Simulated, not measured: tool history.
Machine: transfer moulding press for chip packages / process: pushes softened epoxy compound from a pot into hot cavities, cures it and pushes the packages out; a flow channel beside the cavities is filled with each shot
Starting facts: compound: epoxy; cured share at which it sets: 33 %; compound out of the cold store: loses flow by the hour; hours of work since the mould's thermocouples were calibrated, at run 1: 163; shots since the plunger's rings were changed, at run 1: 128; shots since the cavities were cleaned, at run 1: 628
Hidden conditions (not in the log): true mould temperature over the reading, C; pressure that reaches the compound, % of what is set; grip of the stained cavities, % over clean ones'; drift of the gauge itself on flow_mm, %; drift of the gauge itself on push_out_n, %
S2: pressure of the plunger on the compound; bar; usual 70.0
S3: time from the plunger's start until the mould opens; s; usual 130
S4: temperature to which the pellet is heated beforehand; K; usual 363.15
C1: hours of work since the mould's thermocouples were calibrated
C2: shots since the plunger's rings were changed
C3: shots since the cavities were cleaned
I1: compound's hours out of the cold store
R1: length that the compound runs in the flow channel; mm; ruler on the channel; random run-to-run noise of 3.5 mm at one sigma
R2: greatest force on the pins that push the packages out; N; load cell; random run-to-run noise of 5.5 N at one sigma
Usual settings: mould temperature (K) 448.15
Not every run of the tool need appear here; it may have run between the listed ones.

Run 1, hour 0.0: usual settings; C1 163; C2 128; C3 628; I1 33.5. Result: R1 807 mm, R2 265 N.
At hour 7.1: cavities cleaned with cleaning compound and waxed.
Run 2, hour 41.9: usual settings but S3 136 s; C1 188; C2 519; C3 337; I1 20.1. Result: R1 834 mm, R2 248 N.
Run 3, hour 65.1: usual settings but S3 136 s; C1 203; C2 744; C3 562; I1 43.1. Result: R1 773 mm, R2 262 N.
At hour 80.2: cavities cleaned with cleaning compound and waxed.
Run 4, hour 105.8: usual settings; C1 227; C2 1124; C3 248; I1 14.2. Result: R1 858 mm, R2 232 N.
At hour 110.3: mould's thermocouples calibrated.
Run 5, hour 144.5: usual settings but S3 122 s; C1 21; C2 1480; C3 604; I1 35.5. Result: R1 779 mm, R2 297 N.
At hour 155.8: cavities cleaned with cleaning compound and waxed.
Run 6, hour 189.5: usual settings but S3 122 s; C1 48; C2 1900; C3 326; I1 28.7. Result: R1 794 mm, R2 277 N.
At hour 214.2: mould's thermocouples calibrated, once more.
At hour 230.4: cavities cleaned with cleaning compound and waxed.
Run 7, hour 236.0: usual settings but mould temperature (K) 454.15, S4 361.15 K; C1 13; C2 2317; C3 54; I1 34.5. Result: R1 756 mm, R2 182 N.
Run 8, hour 263.6: usual settings but mould temperature (K) 454.15, S4 361.15 K; C1 30; C2 2584; C3 321; I1 15.4. Result: R1 818 mm, R2 210 N.
At hour 270.9: plunger's sealing rings changed.
Run 9, hour 290.3: usual settings but mould temperature (K) 454.15, S2 55.5 bar, S3 168 s, S4 360.15 K; C1 45; C2 188; C3 556; I1 34.0. Result: R1 705 mm, R2 230 N.
At hour 306.6: cavities cleaned with cleaning compound and waxed.
Run 10, hour 324.6: usual settings but mould temperature (K) 454.15, S2 55.5 bar, S3 168 s, S4 360.15 K; C1 65; C2 505; C3 174; I1 37.0. Result: R1 689 mm, R2 194 N.

5 ways to go on from here, each from the tool as it stands after run 10. What would each give?
Run A, hour 352.7: usual settings but mould temperature (K) 447.15, S2 55.5 bar, S3 162 s, S4 364.15 K; C1 83; C2 778; C3 447; I1 20.4. Result: R1 ?, R2 ?.
Run B, hour 352.7: usual settings but mould temperature (K) 445.15, S2 83.8 bar, S3 143 s, S4 360.15 K; C1 83; C2 778; C3 447; I1 39.5. Result: R1 ?, R2 ?.
Run C, hour 352.7: usual settings but S2 57.6 bar, S4 368.15 K; C1 83; C2 778; C3 447; I1 13.0. Result: R1 ?, R2 ?.
Run D, hour 352.7: usual settings but mould temperature (K) 454.15, S2 54.4 bar, S3 168 s, S4 370.15 K; C1 83; C2 778; C3 447; I1 10.7. Result: R1 ?, R2 ?.
Run E, hour 352.7: usual settings but S2 55.6 bar; C1 83; C2 778; C3 447; I1 40.4. Result: R1 ?, R2 ?.

run   R1   R2
  A  743  240
  B  861  268
  C  780  276
  D  751  226
  E  696  258
What these runs would have given with no unlogged condition in the tool:
run   R1   R2
  A  755  173
  B  875  192
  C  793  198
  D  763  163
  E  708  184
